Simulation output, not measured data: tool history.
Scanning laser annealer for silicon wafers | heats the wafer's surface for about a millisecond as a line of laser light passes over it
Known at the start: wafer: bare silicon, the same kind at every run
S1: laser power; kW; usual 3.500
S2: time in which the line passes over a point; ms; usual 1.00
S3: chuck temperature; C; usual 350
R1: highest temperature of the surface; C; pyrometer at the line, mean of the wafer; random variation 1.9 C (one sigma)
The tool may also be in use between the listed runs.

Run 1, hour 0.0: usual settings. Result: R1 1073 C.
Run 2, hour 4.8: usual settings. Result: R1 1074 C.
Run 3, hour 12.6: usual settings. Result: R1 1074 C.
Run 4, hour 19.7: usual settings. Result: R1 1073 C.
Run 5, hour 24.3: usual settings. Result: R1 1071 C.
Run 6, hour 33.4: usual settings. Result: R1 1070 C.
Run 7, hour 38.7: usual settings. Result: R1 1068 C.
Run 8, hour 46.9: usual settings. Result: R1 1070 C.
Run 9, hour 56.3: usual settings. Result: R1 1067 C.
Run 10, hour 61.3: usual settings but S2 1.03 ms. Result: R1 1080 C.
Run 11, hour 71.2: usual settings but S2 1.03 ms. Result: R1 1075 C.
Run 12, hour 80.4: usual settings but S2 1.03 ms. Result: R1 1080 C.
Run 13, hour 86.6: usual settings but S2 1.03 ms. Result: R1 1078 C.
Run 14, hour 96.1: usual settings but S2 0.85 ms. Result: R1 1020 C.
Run 15, hour 105.5: usual settings but S2 0.85 ms. Result: R1 1019 C.
Run 16, hour 111.7: usual settings but S2 0.85 ms. Result: R1 1018 C.
Run 17, hour 117.2: usual settings but S2 0.85 ms. Result: R1 1018 C.
At hour 123.1: window over the wafer cleaned.
Run 18, hour 128.9: usual settings but S2 0.85 ms. Result: R1 1037 C.
Run 19, hour 134.6: usual settings but S2 0.85 ms. Result: R1 1034 C.
Run 20, hour 142.3: usual settings but S2 0.85 ms, S3 371 C. Result: R1 1053 C.
Run 21, hour 149.9: usual settings but S1 3.390 kW, S3 328 C. Result: R1 1033 C.
Run 22, hour 160.0: usual settings but S1 3.390 kW, S3 328 C. Result: R1 1034 C.
Run 23, hour 167.5: usual settings but S1 3.390 kW, S2 1.07 ms, S3 371 C. Result: R1 1094 C.
Run 24, hour 175.9: usual settings but S1 3.698 kW, S3 327 C. Result: R1 1113 C.
Run 25, hour 185.5: usual settings but S1 3.485 kW, S2 0.90 ms, S3 330 C. Result: R1 1026 C.
Run 26, hour 193.7: usual settings but S1 3.470 kW, S2 0.72 ms, S3 345 C. Result: R1 972 C.
Run 27, hour 200.5: usual settings but S1 3.470 kW, S2 0.72 ms, S3 345 C. Result: R1 973 C.
Run 28, hour 205.1: usual settings but S1 3.470 kW, S2 0.72 ms, S3 345 C. Result: R1 971 C.
Run 29, hour 209.8: usual settings but S1 3.373 kW, S3 336 C. Result: R1 1032 C.
Run 30, hour 219.2: usual settings but S1 3.373 kW, S3 336 C. Result: R1 1029 C.

Forecast run 31:
Run 31, hour 225.8: usual settings but S1 3.350 kW, S3 336 C. Result: R1 ?.

R1: 1020 C
Without the tool's hidden state the same run would have given R1 1035 C.
